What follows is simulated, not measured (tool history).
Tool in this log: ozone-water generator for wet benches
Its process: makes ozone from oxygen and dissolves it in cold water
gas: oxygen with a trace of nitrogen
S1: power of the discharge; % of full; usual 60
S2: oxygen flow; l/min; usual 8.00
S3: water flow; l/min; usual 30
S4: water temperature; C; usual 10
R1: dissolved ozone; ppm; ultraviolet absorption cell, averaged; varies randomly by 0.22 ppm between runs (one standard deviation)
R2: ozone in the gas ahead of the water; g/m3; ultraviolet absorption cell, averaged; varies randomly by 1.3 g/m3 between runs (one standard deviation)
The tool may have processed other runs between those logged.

run 1 day=0.000 | S1=60 S2=8.00 S3=30 S4=10 | R1=32.4 R2=241.1
run 2 day=1.729 | S1=60 S2=8.00 S3=42 S4=10 | R1=24.3 R2=240.3
run 3 day=2.442 | S1=60 S2=8.00 S3=42 S4=10 | R1=23.8 R2=239.0
run 4 day=4.083 | S1=60 S2=8.00 S3=42 S4=10 | R1=24.2 R2=237.4
run 5 day=5.754 | S1=60 S2=8.00 S3=42 S4=10 | R1=24.2 R2=239.7
run 6 day=7.250 | S1=60 S2=8.00 S3=30 S4=10 | R1=32.4 R2=239.1
run 7 day=8.512 | S1=60 S2=8.00 S3=30 S4=10 | R1=32.7 R2=236.5
run 8 day=9.600 | S1=60 S2=8.00 S3=30 S4=10 | R1=32.5 R2=237.2
run 9 day=10.625 | S1=60 S2=8.00 S3=30 S4=10 | R1=32.2 R2=240.3
run 10 day=11.583 | S1=60 S2=8.00 S3=30 S4=10 | R1=32.6 R2=236.8
run 11 day=12.388 | S1=60 S2=4.78 S3=30 S4=10 | R1=29.7 R2=307.4
run 12 day=14.012 | S1=60 S2=4.78 S3=30 S4=10 | R1=29.4 R2=309.0
run 13 day=15.117 | S1=60 S2=4.78 S3=30 S4=10 | R1=29.8 R2=309.3
run 14 day=16.800 | S1=60 S2=4.78 S3=30 S4=10 | R1=30.0 R2=305.8
run 15 day=17.783 | S1=60 S2=4.78 S3=30 S4=10 | R1=29.9 R2=308.5
run 16 day=19.517 | S1=60 S2=4.78 S3=30 S4=10 | R1=30.0 R2=306.5
run 17 day=20.854 | S1=60 S2=4.78 S3=30 S4=10 | R1=29.8 R2=309.8
run 18 day=21.788 | S1=75 S2=8.00 S3=30 S4=18 | R1=32.4 R2=266.3
run 19 day=23.175 | S1=67 S2=8.38 S3=45 S4=15 | R1=22.4 R2=244.7
run 20 day=24.879 | S1=95 S2=4.12 S3=30 S4=10 | R1=36.6 R2=418.4
run 21 day=25.625 | S1=95 S2=4.12 S3=30 S4=10 | R1=36.1 R2=419.4
run 22 day=26.421 | S1=95 S2=4.12 S3=30 S4=10 | R1=36.3 R2=419.0
run 23 day=27.346 | S1=95 S2=4.12 S3=30 S4=10 | R1=35.9 R2=419.8
run 24 day=28.950 | S1=95 S2=4.12 S3=30 S4=10 | R1=36.0 R2=419.9
run 25 day=29.933 | S1=62 S2=8.00 S3=30 S4=8 | R1=33.6 R2=243.2
run 26 day=30.821 | S1=62 S2=8.00 S3=30 S4=8 | R1=33.4 R2=240.7
run 27 day=32.288 | S1=60 S2=7.52 S3=19 S4=10 | R1=45.5 R2=244.2
run 28 day=33.379 | S1=60 S2=7.52 S3=19 S4=10 | R1=45.8 R2=246.6
run 29 day=34.254 | S1=60 S2=7.52 S3=19 S4=10 | R1=45.0 R2=245.8
run 30 day=35.942 | S1=65 S2=7.52 S3=22 S4=12 | R1=41.1 R2=255.1
run 31 day=37.504 | S1=65 S2=7.52 S3=22 S4=12 | R1=41.2 R2=254.7
run 32 day=38.646 | S1=94 S2=8.00 S3=25 S4=10 | R1=46.4 R2=295.4
run 33 day=39.604 | S1=75 S2=8.08 S3=30 S4=10 | R1=36.2 R2=262.9
run 34 day=40.717 | S1=75 S2=8.08 S3=30 S4=10 | R1=35.5 R2=262.4

The logged runs with the hidden state left out (each run's random variation unchanged):
Hidden state at play: yield of the discharge, % of new electrodes'; contactor's efficiency, % of a clean one's; true water temperature over the reading, C; drift of the gauge itself on ozone_ppm, %; drift of the gauge itself on gas_g_m3, %.
run=1 R1=32.9 R2=243.1
run=2 R1=24.6 R2=242.4
run=3 R1=24.2 R2=241.1
run=4 R1=24.6 R2=239.6
run=5 R1=24.6 R2=242.1
run=6 R1=32.9 R2=241.5
run=7 R1=33.3 R2=239.0
run=8 R1=33.1 R2=239.8
run=9 R1=32.8 R2=242.9
run=10 R1=33.2 R2=239.6
run=11 R1=30.2 R2=311.0
run=12 R1=30.0 R2=312.8
run=13 R1=30.4 R2=313.2
run=14 R1=30.6 R2=309.8
run=15 R1=30.5 R2=312.6
run=16 R1=30.6 R2=310.8
run=17 R1=30.4 R2=314.2
run=18 R1=33.2 R2=270.7
run=19 R1=22.9 R2=248.5
run=20 R1=37.6 R2=426.4
run=21 R1=37.1 R2=427.6
run=22 R1=37.3 R2=427.3
run=23 R1=37.0 R2=428.3
run=24 R1=37.0 R2=428.7
run=25 R1=34.5 R2=247.4
run=26 R1=34.3 R2=244.9
run=27 R1=46.7 R2=248.5
run=28 R1=47.0 R2=251.0
run=29 R1=46.2 R2=250.2
run=30 R1=42.3 R2=260.1
run=31 R1=42.4 R2=259.8
run=32 R1=48.0 R2=302.6
run=33 R1=37.4 R2=268.8
run=34 R1=36.7 R2=268.4
